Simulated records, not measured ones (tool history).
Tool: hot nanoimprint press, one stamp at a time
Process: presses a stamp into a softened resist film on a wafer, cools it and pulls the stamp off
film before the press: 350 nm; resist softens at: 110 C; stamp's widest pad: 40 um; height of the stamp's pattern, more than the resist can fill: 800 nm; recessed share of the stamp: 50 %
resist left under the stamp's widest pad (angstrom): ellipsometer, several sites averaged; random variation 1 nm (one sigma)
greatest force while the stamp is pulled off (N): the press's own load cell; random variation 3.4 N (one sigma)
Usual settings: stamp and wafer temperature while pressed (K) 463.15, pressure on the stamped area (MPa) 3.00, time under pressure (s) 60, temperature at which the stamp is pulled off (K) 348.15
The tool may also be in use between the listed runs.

run   hour  stamp and wafer temperature while pressed (K)  pressure on the stamped area (MPa)  time under pressure (s)  temperature at which the stamp is pulled off (K)  resist left under the stamp's widest pad (angstrom)  greatest force while the stamp is pulled off (N)
  1    0.0                                         463.15                                3.00                       60                                            348.15                                                 1901                                               167
  2   19.4                                         463.15                                3.00                       72                                            348.15                                                 1824                                               170
  3   39.5                                         463.15                                3.00                       72                                            348.15                                                 1794                                               166
  4   58.5                                         463.15                                3.00                      103                                            348.15                                                 1592                                               169
  5   73.8                                         463.15                                3.00                      103                                            348.15                                                 1606                                               163
  6   93.5                                         455.15                                3.00                       60                                            348.15                                                 2251                                               172
  7  118.1                                         455.15                                3.00                       60                                            348.15                                                 2270                                               168
  8  137.3                                         470.15                                3.00                       60                                            348.15                                                 1646                                               170
     164.7  -- stamp cleaned and given a new release coat
  9  174.6                                         463.15                                3.00                       60                                            351.15                                                 1899                                               155
     184.7  -- plate thermocouple calibrated
 10  198.8                                         463.15                                2.21                      109                                            334.15                                                 1802                                               232
 11  224.3                                         451.15                                3.00                       91                                            348.15                                                 2194                                               164
 12  256.6                                         451.15                                3.00                       91                                            348.15                                                 2199                                               161
 13  278.7                                         451.15                                3.00                       91                                            348.15                                                 2188                                               163
 14  292.3                                         465.15                                3.41                       60                                            355.15                                                 1737                                               128
 15  311.3                                         457.15                                2.81                       45                                            345.15                                                 2391                                               184
 16  335.0                                         466.15                                3.00                       60                                            356.15                                                 1794                                               125
 17  362.0                                         454.15                                3.00                       40                                            335.15                                                 2525                                               229

Forecast each of these 5 alternatives for the next run:
  A  380.4                                         454.15                                3.91                       36                                            340.15                                                    ?                                                 ?
  B  380.4                                         471.15                                2.47                       97                                            348.15                                                    ?                                                 ?
  C  380.4                                         453.15                                3.00                       75                                            350.15                                                    ?                                                 ?
  D  380.4                                         463.15                                3.00                       55                                            348.15                                                    ?                                                 ?
  E  380.4                                         454.15                                3.00                       40                                            348.15                                                    ?                                                 ?

run  resist left under the stamp's widest pad (angstrom)  greatest force while the stamp is pulled off (N)
  A                                                 2373                                               199
  B                                                 1504                                               170
  C                                                 2224                                               154
  D                                                 1943                                               170
  E                                                 2537                                               168
Without the tool's hidden state the same runs would have given:
run  resist left under the stamp's widest pad (angstrom)  greatest force while the stamp is pulled off (N)
  A                                                 2371                                               198
  B                                                 1503                                               169
  C                                                 2223                                               153
  D                                                 1941                                               169
  E                                                 2536                                               167

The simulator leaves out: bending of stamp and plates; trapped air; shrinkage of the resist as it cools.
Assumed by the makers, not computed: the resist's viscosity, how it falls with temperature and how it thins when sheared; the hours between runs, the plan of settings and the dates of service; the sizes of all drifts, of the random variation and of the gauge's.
